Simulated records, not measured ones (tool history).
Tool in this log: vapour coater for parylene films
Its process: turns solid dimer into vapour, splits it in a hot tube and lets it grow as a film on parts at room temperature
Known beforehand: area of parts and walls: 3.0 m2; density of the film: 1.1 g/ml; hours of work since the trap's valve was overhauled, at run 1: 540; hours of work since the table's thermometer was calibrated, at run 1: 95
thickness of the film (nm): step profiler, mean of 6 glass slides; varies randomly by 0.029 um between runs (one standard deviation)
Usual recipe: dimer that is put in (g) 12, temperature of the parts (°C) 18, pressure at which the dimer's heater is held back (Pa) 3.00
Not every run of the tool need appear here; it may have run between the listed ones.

run	hour	dimer that is put in (g)	temperature of the parts (°C)	pressure at which the dimer's heater is held back (Pa)	hours of work since the trap's valve was overhauled	hours of work since the table's thermometer was calibrated	thickness of the film (nm)
1	0.0	12	18	3.00	540	95	2750
2	15.1	5	18	3.00	548	104	1120
3	30.2	5	12	3.00	557	112	1340
4	50.8	5	12	3.00	569	124	1290
5	59.4	5	12	3.00	574	129	1260
6	68.6	5	12	3.00	579	135	1280
7	80.7	5	12	3.00	586	141	1270
8	94.0	5	12	3.00	594	149	1260
9	104.6	12	18	10.34	600	155	2400
10	123.1	12	18	2.61	611	166	2760
11	133.0	10	14	2.61	616	172	2470
12	147.6	6	14	10.91	625	180	1290
13	163.2	6	14	10.91	634	189	1290
14	173.9	8	11	4.25	640	195	1960
15	190.4	7	27	9.24	649	205	1160
# hour 206.2: trap's valve overhauled
16	208.0	6	24	4.28	1	212	1190
17	217.0	6	24	4.28	6	218	1120
18	230.3	16	10	5.09	14	225	4070
19	251.2	16	10	5.09	26	237	4080

What if the next run were any one of these 4? Each begins from the tool's condition after run 19:
A	264.9	14	19	6.22	34	245	?
B	264.9	6	24	2.90	34	245	?
C	264.9	12	11	11.12	34	245	?
D	264.9	14	10	3.69	34	245	?

run	thickness of the film (nm)
A	2900
B	1230
C	2760
D	3690
Had the tool no hidden state, the same runs would have come out as:
run	thickness of the film (nm)
A	2900
B	1230
C	2760
D	3690
